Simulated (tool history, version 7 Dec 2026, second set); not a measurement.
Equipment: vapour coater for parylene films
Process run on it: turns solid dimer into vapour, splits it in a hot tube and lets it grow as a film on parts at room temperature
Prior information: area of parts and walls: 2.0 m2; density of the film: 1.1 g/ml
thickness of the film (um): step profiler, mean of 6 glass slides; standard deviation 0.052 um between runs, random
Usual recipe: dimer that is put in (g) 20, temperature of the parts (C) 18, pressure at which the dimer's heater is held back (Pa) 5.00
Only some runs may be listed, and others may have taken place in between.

run,hour,dimer that is put in (g),temperature of the parts (C),pressure at which the dimer's heater is held back (Pa),thickness of the film (um)
1,0.0,20,18,5.00,5.77
2,32.9,20,18,5.00,5.75
3,71.9,20,18,5.00,5.59
# hour 79.5: trap's valve overhauled
4,112.4,20,18,5.00,6.05
5,148.5,20,18,5.00,6.07
6,167.1,20,18,5.00,6.08
# hour 170.1: table's thermometer calibrated
7,207.4,34,11,7.47,10.78
8,239.0,34,11,7.47,10.65
# hour 264.1: table's thermometer calibrated, once more
9,276.1,20,14,6.56,6.02
10,305.8,22,17,9.06,5.77
11,342.5,22,30,8.44,4.47

4 ways to go on from here, each from the tool as it stands after run 11. What would each give?
A,376.9,22,26,6.79,?
B,376.9,22,30,8.95,?
C,376.9,22,30,7.11,?
D,376.9,22,23,8.44,?

run,thickness of the film (um)
A,5.09
B,4.33
C,4.68
D,5.06
Stripped of hidden state, with their random variation kept, the same runs would have yielded:
run,thickness of the film (um)
A,5.36
B,4.56
C,4.93
D,5.33
